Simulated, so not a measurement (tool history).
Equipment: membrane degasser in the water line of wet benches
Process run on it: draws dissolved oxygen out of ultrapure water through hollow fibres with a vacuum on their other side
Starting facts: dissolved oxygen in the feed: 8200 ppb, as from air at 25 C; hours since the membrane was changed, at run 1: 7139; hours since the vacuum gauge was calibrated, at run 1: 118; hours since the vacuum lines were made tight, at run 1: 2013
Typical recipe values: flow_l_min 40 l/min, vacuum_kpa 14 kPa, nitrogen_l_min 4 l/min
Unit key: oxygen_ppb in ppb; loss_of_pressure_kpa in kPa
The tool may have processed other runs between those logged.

run	hour	flow_l_min	vacuum_kpa	nitrogen_l_min	hours since the membrane was changed	hours since the vacuum gauge was calibrated	hours since the vacuum lines were made tight	oxygen_ppb	loss_of_pressure_kpa
1	0	40	14	4	7139	118	2013	275	35.49
2	257.8	40	14	2.52	7397	376	2271	407	35.93
3	509.7	49	14	4	7649	628	2523	345.3	44.09
4	694.6	40	14	4	7834	813	2708	278.5	36.15
5	814.7	40	14	4	7954	933	2828	279	36.04
6	998.8	40	14	4	8138	1117	3012	280.2	35.79
7	1194	40	14	4	8333	1312	3207	281.6	35.86
8	1422	55	14	4	8561	1540	3435	389.8	49.63
9	1531.1	55	14	4	8670	1649	3544	389.2	49.62
10	1713.5	55	14	4	8853	1832	3727	388.5	49.44
11	1941	55	14	4	9080	2059	3954	391.9	49.69
12	2191.4	55	14	4	9330	2309	4204	394.1	49.95
13	2372.4	55	14	4	9511	2490	4385	392.1	49.77
14	2497.9	40	14.1	4	9637	2616	4511	288	36.47
15	2691	64	13.3	9.06	9830	2809	4704	253.3	58.12
16	2864.8	64	13.3	9.06	10004	2983	4878	253.1	58.39
# hour 2885.1: vacuum gauge calibrated
17	3052.1	64	13.3	9.06	10191	167	5065	253.2	58.17
18	3227.6	40	14	11.25	10366	343	5240	130.7	36.34
19	3470.6	40	12	10.03	10609	586	5483	122.9	36.49
20	3615.1	46	20.3	4.4	10754	730	5628	455	42.06
21	3840.7	40	21.8	7.88	10979	956	5853	264.3	36.58
22	3967	40	21.8	8.61	11106	1082	5980	247.3	37.17
# hour 4038.2: vacuum gauge calibrated, once more
23	4083.3	31	14.4	7.36	11221	45	6095	135.5	28.57
# hour 4207.6: seals of the vacuum lines changed
24	4252.4	31	20.7	2.81	11388	212	45	455.5	28.46

4 ways to go on from here, each from the tool as it stands after run 24. What would each give?
A	4462.2	40	27.4	3.22	11598	422	255	?	?
B	4462.2	31	18.5	2.81	11598	422	255	?	?
C	4462.2	30	10.9	4	11598	422	255	?	?
D	4462.2	31	25.7	6.75	11598	422	255	?	?

run	oxygen_ppb	loss_of_pressure_kpa
A	677.5	36.93
B	401.4	28.58
C	155.1	27.82
D	265.8	28.35
Had the tool no hidden state, the same runs would have come out as:
run	oxygen_ppb	loss_of_pressure_kpa
A	664.4	33.94
B	392.2	26.26
C	146.5	25.58
D	257.1	26.05
